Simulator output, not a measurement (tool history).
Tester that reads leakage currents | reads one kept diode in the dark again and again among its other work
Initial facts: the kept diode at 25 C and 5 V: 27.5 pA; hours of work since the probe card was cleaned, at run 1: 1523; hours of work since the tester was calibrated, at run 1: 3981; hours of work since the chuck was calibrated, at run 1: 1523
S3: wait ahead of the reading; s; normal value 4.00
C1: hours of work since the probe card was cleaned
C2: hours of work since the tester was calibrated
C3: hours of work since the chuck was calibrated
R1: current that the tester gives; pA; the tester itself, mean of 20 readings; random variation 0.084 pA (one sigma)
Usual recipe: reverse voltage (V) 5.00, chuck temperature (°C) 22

{"run": 1, "hour": 0.0, "reverse voltage (V)": 5.0, "chuck temperature (°C)": 22, "S3": 4.0, "C1": 1523, "C2": 3981, "C3": 1523, "R1": 22.39}
{"run": 2, "hour": 229.2, "reverse voltage (V)": 5.0, "chuck temperature (°C)": 22, "S3": 4.0, "C1": 1671, "C2": 4130, "C3": 1671, "R1": 22.42}
{"run": 3, "hour": 404.2, "reverse voltage (V)": 5.0, "chuck temperature (°C)": 22, "S3": 4.0, "C1": 1785, "C2": 4243, "C3": 1785, "R1": 22.39}
{"run": 4, "hour": 542.4, "reverse voltage (V)": 5.0, "chuck temperature (°C)": 22, "S3": 4.0, "C1": 1874, "C2": 4333, "C3": 1874, "R1": 22.29}
{"run": 5, "hour": 693.7, "reverse voltage (V)": 5.0, "chuck temperature (°C)": 22, "S3": 1.69, "C1": 1973, "C2": 4431, "C3": 1973, "R1": 22.93}
{"run": 6, "hour": 842.4, "reverse voltage (V)": 5.0, "chuck temperature (°C)": 22, "S3": 1.69, "C1": 2069, "C2": 4528, "C3": 2069, "R1": 23.06}
{"run": 7, "hour": 935.9, "reverse voltage (V)": 5.0, "chuck temperature (°C)": 22, "S3": 1.69, "C1": 2130, "C2": 4588, "C3": 2130, "R1": 23.13}
{"run": 8, "hour": 1066.0, "reverse voltage (V)": 5.0, "chuck temperature (°C)": 22, "S3": 1.69, "C1": 2214, "C2": 4673, "C3": 2214, "R1": 22.99}
{"run": 9, "hour": 1159.0, "reverse voltage (V)": 5.0, "chuck temperature (°C)": 49, "S3": 4.0, "C1": 2274, "C2": 4733, "C3": 2274, "R1": 143.94}
{"run": 10, "hour": 1357.1, "reverse voltage (V)": 5.0, "chuck temperature (°C)": 49, "S3": 4.0, "C1": 2403, "C2": 4862, "C3": 2403, "R1": 143.84}
{"hour": 1437.1, "done": "chuck's temperature calibrated"}
{"hour": 1482.9, "done": "probe card cleaned and baked"}
{"run": 11, "hour": 1574.4, "reverse voltage (V)": 5.0, "chuck temperature (°C)": 49, "S3": 4.0, "C1": 59, "C2": 4999, "C3": 87, "R1": 143.7}
{"run": 12, "hour": 1740.7, "reverse voltage (V)": 5.0, "chuck temperature (°C)": 22, "S3": 2.45, "C1": 167, "C2": 5107, "C3": 195, "R1": 22.66}
{"hour": 1895.9, "done": "tester calibrated"}
{"run": 13, "hour": 1957.8, "reverse voltage (V)": 5.0, "chuck temperature (°C)": 30, "S3": 0.32, "C1": 307, "C2": 40, "C3": 335, "R1": 44.47}
{"run": 14, "hour": 2059.1, "reverse voltage (V)": 2.42, "chuck temperature (°C)": 54, "S3": 6.26, "C1": 372, "C2": 106, "C3": 400, "R1": 152.89}
{"run": 15, "hour": 2288.5, "reverse voltage (V)": 6.15, "chuck temperature (°C)": 45, "S3": 1.92, "C1": 521, "C2": 255, "C3": 549, "R1": 120.86}
{"run": 16, "hour": 2418.6, "reverse voltage (V)": 5.0, "chuck temperature (°C)": 35, "S3": 0.51, "C1": 606, "C2": 339, "C3": 633, "R1": 59.64}
{"run": 17, "hour": 2556.8, "reverse voltage (V)": 5.0, "chuck temperature (°C)": 35, "S3": 0.51, "C1": 695, "C2": 429, "C3": 723, "R1": 59.75}

What if the next run were any one of these 3? Each begins from the tool's condition after run 17:
{"run": "A", "hour": 2715.4, "reverse voltage (V)": 1.31, "chuck temperature (°C)": 21, "S3": 4.0, "C1": 798, "C2": 532, "C3": 826, "R1": "?"}
{"run": "B", "hour": 2715.4, "reverse voltage (V)": 10.53, "chuck temperature (°C)": 38, "S3": 1.99, "C1": 798, "C2": 532, "C3": 826, "R1": "?"}
{"run": "C", "hour": 2715.4, "reverse voltage (V)": 2.73, "chuck temperature (°C)": 22, "S3": 3.07, "C1": 798, "C2": 532, "C3": 826, "R1": "?"}

run=A R1=12.97
run=B R1=91.94
run=C R1=18.09
Stripped of hidden state, with their random variation kept, the same runs would have yielded:
run=A R1=12.97
run=B R1=91.92
run=C R1=18.09
